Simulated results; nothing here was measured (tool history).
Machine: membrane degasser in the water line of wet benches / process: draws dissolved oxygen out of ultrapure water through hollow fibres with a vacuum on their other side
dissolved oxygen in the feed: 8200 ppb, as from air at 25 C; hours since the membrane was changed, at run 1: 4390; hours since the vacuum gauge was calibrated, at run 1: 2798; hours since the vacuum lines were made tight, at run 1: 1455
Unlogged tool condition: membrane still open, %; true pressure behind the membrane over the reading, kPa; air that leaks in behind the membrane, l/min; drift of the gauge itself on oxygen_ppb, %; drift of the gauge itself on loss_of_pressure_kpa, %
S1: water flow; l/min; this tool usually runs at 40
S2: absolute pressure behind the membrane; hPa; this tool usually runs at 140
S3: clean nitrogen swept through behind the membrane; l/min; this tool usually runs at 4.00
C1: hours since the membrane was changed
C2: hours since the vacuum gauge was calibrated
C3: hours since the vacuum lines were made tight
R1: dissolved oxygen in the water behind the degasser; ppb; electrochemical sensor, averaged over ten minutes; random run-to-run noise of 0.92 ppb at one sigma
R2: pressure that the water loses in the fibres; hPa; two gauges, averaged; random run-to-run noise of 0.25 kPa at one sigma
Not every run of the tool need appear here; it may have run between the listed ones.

| run | day | S1 | S2 | S3 | C1 | C2 | C3 | R1 | R2 |
|---|---|---|---|---|---|---|---|---|---|
| 1 | 0.000 | 40 | 140 | 4.00 | 4390 | 2798 | 1455 | 264.8 | 667.2 |
| 2 | 5.592 | 40 | 140 | 4.00 | 4524 | 2932 | 1589 | 264.4 | 673.2 |
| 3 | 15.433 | 40 | 140 | 4.00 | 4760 | 3168 | 1825 | 266.4 | 669.7 |
| 4 | 24.400 | 40 | 252 | 4.00 | 4975 | 3383 | 2041 | 509.1 | 673.1 |
| 5 | 31.233 | 40 | 252 | 4.00 | 5139 | 3547 | 2205 | 507.2 | 670.3 |
| 6 | 35.812 | 40 | 252 | 4.00 | 5249 | 3657 | 2314 | 509.5 | 669.0 |
| 7 | 45.788 | 40 | 252 | 3.61 | 5489 | 3897 | 2554 | 557.9 | 673.1 |
| 8 | 53.971 | 40 | 252 | 3.61 | 5685 | 4093 | 2750 | 558.8 | 676.0 |
|  | 58.133 | vacuum gauge calibrated |
| 9 | 62.042 | 40 | 252 | 3.61 | 5878 | 94 | 2943 | 554.1 | 673.4 |
| 10 | 71.388 | 40 | 140 | 4.00 | 6102 | 318 | 3168 | 263.2 | 676.3 |
| 11 | 79.883 | 40 | 140 | 7.67 | 6306 | 522 | 3372 | 150.3 | 669.3 |
| 12 | 86.288 | 40 | 140 | 3.16 | 6460 | 676 | 3525 | 323.9 | 674.4 |
| 13 | 92.779 | 40 | 140 | 3.16 | 6616 | 832 | 3681 | 324.4 | 676.0 |
| 14 | 103.146 | 40 | 140 | 3.16 | 6865 | 1080 | 3930 | 324.6 | 673.7 |
| 15 | 110.396 | 40 | 140 | 3.16 | 7039 | 1254 | 4104 | 324.0 | 676.1 |
| 16 | 121.300 | 40 | 140 | 3.16 | 7300 | 1516 | 4366 | 322.3 | 681.0 |
| 17 | 129.367 | 40 | 140 | 3.16 | 7494 | 1710 | 4559 | 325.6 | 680.8 |
| 18 | 135.208 | 34 | 103 | 4.29 | 7634 | 1850 | 4699 | 142.1 | 581.0 |
| 19 | 141.712 | 34 | 103 | 4.29 | 7790 | 2006 | 4856 | 142.4 | 580.3 |
| 20 | 152.296 | 64 | 168 | 4.29 | 8044 | 2260 | 5109 | 540.5 | 1089.3 |
| 21 | 156.962 | 45 | 115 | 5.92 | 8156 | 2372 | 5221 | 179.4 | 765.7 |
| 22 | 165.833 | 25 | 107 | 2.80 | 8369 | 2585 | 5434 | 162.4 | 421.5 |
| 23 | 174.392 | 25 | 107 | 2.64 | 8575 | 2790 | 5640 | 170.9 | 422.7 |
| 24 | 185.217 | 25 | 107 | 2.64 | 8834 | 3050 | 5900 | 171.2 | 426.1 |
| 25 | 190.383 | 41 | 167 | 2.85 | 8958 | 3174 | 6024 | 450.4 | 701.0 |
| 26 | 196.746 | 42 | 86 | 2.85 | 9111 | 3327 | 6176 | 206.0 | 717.9 |
| 27 | 202.762 | 42 | 86 | 2.85 | 9255 | 3471 | 6321 | 206.5 | 720.0 |
| 28 | 208.179 | 40 | 140 | 8.40 | 9385 | 3601 | 6451 | 143.2 | 684.7 |
| 29 | 218.467 | 40 | 140 | 8.40 | 9632 | 3848 | 6698 | 144.1 | 687.9 |
| 30 | 226.525 | 25 | 173 | 4.33 | 9826 | 4041 | 6891 | 200.4 | 430.7 |
| 31 | 231.879 | 25 | 173 | 4.33 | 9954 | 4170 | 7020 | 200.5 | 429.9 |
|  | 232.912 | vacuum gauge calibrated |
| 32 | 242.850 | 33 | 173 | 6.84 | 10217 | 238 | 7282 | 171.4 | 566.3 |
| 33 | 248.588 | 40 | 219 | 10.55 | 10355 | 376 | 7420 | 190.2 | 690.8 |

Hidden state or all else? Some run-to-run changes of R1, split into what the settings, what came in and random variation would give without the hidden state, and what is left for the hidden state (with any gauge scatter that isn't in both results):
Run 9 -> 10: S2 252 -> 140, S3 3.61 -> 4.00. R1 -290.9 ppb: hidden state -0.4, all else -290.5.
Run 19 -> 20: S1 34 -> 64, S2 103 -> 168. R1 +398.1 ppb: hidden state +14.1, all else +384.0.
Run 20 -> 21: S1 64 -> 45, S2 168 -> 115, S3 4.29 -> 5.92. R1 -361.1 ppb: hidden state -10.3, all else -350.8.
Run 24 -> 25: S1 25 -> 41, S2 107 -> 167, S3 2.64 -> 2.85. R1 +279.2 ppb: hidden state +5.5, all else +273.7.
